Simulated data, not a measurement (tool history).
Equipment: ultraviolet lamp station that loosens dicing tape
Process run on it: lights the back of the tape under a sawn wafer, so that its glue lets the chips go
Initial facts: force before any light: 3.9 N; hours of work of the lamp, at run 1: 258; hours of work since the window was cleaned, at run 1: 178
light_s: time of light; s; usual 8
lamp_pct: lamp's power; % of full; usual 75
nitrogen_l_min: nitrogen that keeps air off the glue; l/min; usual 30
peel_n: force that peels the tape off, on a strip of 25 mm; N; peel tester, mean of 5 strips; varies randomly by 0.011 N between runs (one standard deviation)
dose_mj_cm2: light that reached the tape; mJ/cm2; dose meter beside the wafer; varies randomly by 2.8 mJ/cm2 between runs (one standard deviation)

run   hour  light_s  lamp_pct  nitrogen_l_min  hours of work of the lamp  hours of work since the window was cleaned  peel_n  dose_mj_cm2
  1      0        8        75              30                        258                                         178   0.606          354
  2     11        8        75              30                        265                                         185   0.599          353
  3   24.8        8        75              30                        273                                         194   0.604          351
  4   38.3        8        75              30                        282                                         202   0.602          346
  5   49.8        8        75              30                        289                                         210   0.574          349
  6   58.7        8        75              30                        295                                         215   0.621          350
  7   71.3        8        75              30                        303                                         223   0.624          352
  8   90.1        8        75              30                        314                                         235   0.634          348
  9  102.5        8        75              14                        322                                         243   0.757          342
 10  122.4        8        75              14                        335                                         255   0.781          344
 11  134.9       10        67              13                        342                                         263    0.68          384
 12  151.4        8        61              51                        353                                         274   0.767          280
     153.5  -- window cleaned of glue's vapour
 13  169.5        4        87              33                        364                                          10   1.258          194
 14  183.5        4        87              33                        373                                          19   1.261          189

For run 15, what comes out?
 15  202.3       14        68              31                        385                                          31       ?            ?

peel_n: 0.32 N
dose_mj_cm2: 528 mJ/cm2
On a tool with no hidden condition, and with the same random variation, this run would have come out at peel_n 0.257 N, dose_mj_cm2 626 mJ/cm2.
